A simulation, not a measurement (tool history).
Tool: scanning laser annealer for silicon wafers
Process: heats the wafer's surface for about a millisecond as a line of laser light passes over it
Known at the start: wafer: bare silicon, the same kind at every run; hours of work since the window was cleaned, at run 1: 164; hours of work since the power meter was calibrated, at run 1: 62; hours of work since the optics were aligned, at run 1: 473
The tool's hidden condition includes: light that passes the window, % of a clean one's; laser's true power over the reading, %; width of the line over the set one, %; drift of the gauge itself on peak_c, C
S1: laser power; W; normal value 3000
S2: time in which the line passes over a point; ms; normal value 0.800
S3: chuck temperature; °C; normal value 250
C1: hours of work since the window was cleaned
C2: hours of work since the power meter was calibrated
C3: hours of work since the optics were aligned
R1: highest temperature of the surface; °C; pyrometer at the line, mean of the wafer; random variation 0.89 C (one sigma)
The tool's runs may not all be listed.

run,hour,S1,S2,S3,C1,C2,C3,R1
1,0.0,3000,0.800,250,164,62,473,1022.5
2,10.2,3000,0.800,241,169,67,479,1013.7
3,19.6,3000,0.800,241,173,72,483,1013.4
4,31.0,3000,0.800,241,179,78,489,1012.2
5,40.0,3000,0.800,250,183,82,493,1023.0
6,47.7,3000,0.800,250,187,86,497,1022.6
7,60.0,3000,0.800,250,193,92,503,1022.9
8,66.3,3000,0.800,250,196,95,506,1023.6
9,71.4,3000,0.800,250,199,97,509,1023.0
10,81.8,3000,0.800,217,204,103,514,989.4
11,88.2,3000,0.800,217,207,106,517,989.0
12,95.9,3000,0.800,217,211,110,521,987.9
13,107.5,3000,0.800,260,217,115,526,1031.6
14,114.5,2909,0.622,229,220,119,530,875.5
15,127.0,2919,0.933,244,226,125,536,1067.9
16,137.1,2807,0.781,262,231,130,541,975.0
17,146.8,2807,0.781,282,236,135,546,995.0
18,157.5,2807,0.781,282,241,140,551,994.2
19,167.5,2807,0.781,282,246,145,556,995.1
20,176.3,2788,0.779,223,251,149,560,929.3

Predict the results of run 21:
21,181.8,2788,0.779,223,253,152,563,?

For run 21 the tool returned R1 930.7 °C.
With no hidden state in the tool, this same run would have given R1 931.4 °C.
